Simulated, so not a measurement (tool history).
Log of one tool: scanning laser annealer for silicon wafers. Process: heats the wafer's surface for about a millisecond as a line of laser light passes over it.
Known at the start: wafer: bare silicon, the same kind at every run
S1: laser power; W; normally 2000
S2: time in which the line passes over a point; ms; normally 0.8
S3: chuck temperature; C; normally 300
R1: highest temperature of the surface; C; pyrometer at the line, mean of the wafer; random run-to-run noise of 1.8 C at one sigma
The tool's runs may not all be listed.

run,day,S1,S2,S3,R1
1,0,2000,0.8,300,1029
2,1.538,2000,0.8,300,1031
3,3.538,2000,0.8,300,1030
4,4.446,2000,0.8,271,999
5,5.938,1768,0.8,300,947
6,7.067,1768,0.8,304,952
7,8.342,1768,0.8,327,977
8,9.367,1768,0.8,327,977
9,10.521,1948,0.8,300,1013
10,12.138,1948,0.8,300,1009
11,14.375,1948,0.8,300,1014
12,15.671,2000,0.8,300,1029
13,17.408,2000,0.8,300,1031
14,18.754,2000,0.8,300,1028
15,20.012,2000,0.8,300,1033
16,21.596,2000,0.8,300,1027
17,22.846,2000,0.597,300,940
18,24.242,2000,0.597,300,939
19,25.492,2000,0.597,300,936
20,27.329,2004,0.597,300,942
21,28.296,2071,0.809,326,1084
22,30.367,2000,0.8,308,1035
23,31.279,2000,0.8,323,1053
24,32.875,2000,0.81,329,1065
25,34.204,2000,0.988,279,1083
26,36.125,2000,0.792,303,1030
27,37.996,2000,0.563,325,951
28,39.492,1958,0.803,335,1054
29,41.196,2169,0.613,335,1033
30,42.096,2000,0.8,321,1053
31,43.129,1951,0.8,336,1047
32,45.112,2153,0.8,288,1071
33,47.017,1991,0.709,320,1009
34,48.133,2077,0.8,300,1059
35,49.896,2077,0.854,300,1079
36,51.792,1936,0.8,300,1008
37,53.446,1936,0.8,300,1008
38,55.154,1936,0.8,300,1010
39,56.354,2000,0.907,300,1073
40,57.379,1733,0.907,300,974

Between the runs listed above, the log contained 3 entries, not reproduced here. Where in the sequence does each belong, and how does what the log doesn't record of the tool's condition differ from the listed run before to the listed run after?
Run 10 -> run 11: window over the wafer cleaned (day 13.954)
  light that passes the window, % of a clean one's: 99.94 -> 100
Run 26 -> run 27: optics aligned, line set to its width (day 36.671)
  light that passes the window, % of a clean one's: 99.96 -> 99.95; width of the line over the set one, %: 0.09 -> 0.01
Run 31 -> run 32: window over the wafer cleaned (day 45.012)
  light that passes the window, % of a clean one's: 99.94 -> 100

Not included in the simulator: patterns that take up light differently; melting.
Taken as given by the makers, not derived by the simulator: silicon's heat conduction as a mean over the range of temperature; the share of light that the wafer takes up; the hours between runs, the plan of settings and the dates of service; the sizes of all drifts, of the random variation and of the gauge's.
